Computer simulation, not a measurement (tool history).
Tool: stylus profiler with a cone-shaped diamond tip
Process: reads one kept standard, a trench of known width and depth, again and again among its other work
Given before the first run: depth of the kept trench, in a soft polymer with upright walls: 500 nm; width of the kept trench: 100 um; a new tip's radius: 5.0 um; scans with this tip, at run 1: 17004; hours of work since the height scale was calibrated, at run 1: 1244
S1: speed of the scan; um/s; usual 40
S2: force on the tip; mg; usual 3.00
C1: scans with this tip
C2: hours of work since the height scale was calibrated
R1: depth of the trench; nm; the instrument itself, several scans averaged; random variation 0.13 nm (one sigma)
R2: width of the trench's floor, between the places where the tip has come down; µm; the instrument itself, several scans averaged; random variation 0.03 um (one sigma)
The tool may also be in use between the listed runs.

run	hour	S1	S2	C1	C2	R1	R2
1	0.0	40	3.00	17004	1244	509.03	95.43
2	29.0	18	3.00	17278	1264	509.26	95.55
3	42.8	40	3.00	17409	1274	509.26	95.40
4	63.7	88	3.00	17607	1288	509.31	95.22
5	79.4	22	3.00	17755	1299	508.98	95.53
6	107.7	10	3.00	18024	1319	509.27	95.54
7	128.5	10	3.00	18220	1333	509.03	95.54
8	141.6	10	3.00	18345	1342	509.12	95.58
9	159.3	14	3.00	18512	1355	509.31	95.56
10	181.8	40	5.06	18725	1370	512.77	95.43
11	210.0	40	3.00	18992	1390	509.12	95.42
12	232.7	40	3.00	19207	1405	509.25	95.45
13	251.2	51	3.61	19382	1418	510.29	95.37
14	278.2	19	3.94	19637	1437	510.92	95.46
15	290.1	20	3.86	19750	1445	510.77	95.56
16	303.4	20	3.86	19876	1454	511.11	95.54
17	327.7	31	2.60	20106	1471	508.14	95.49
18	353.8	33	1.37	20354	1489	505.15	95.38

Run 19 is up next; what results do you expect?
19	373.4	19	1.37	20539	1503	?	?

Run 19 gave R1 505.61 nm, R2 95.50 µm.
The same run, on a tool lacking any hidden state, would have yielded R1 505.60 nm, R2 95.53 µm.
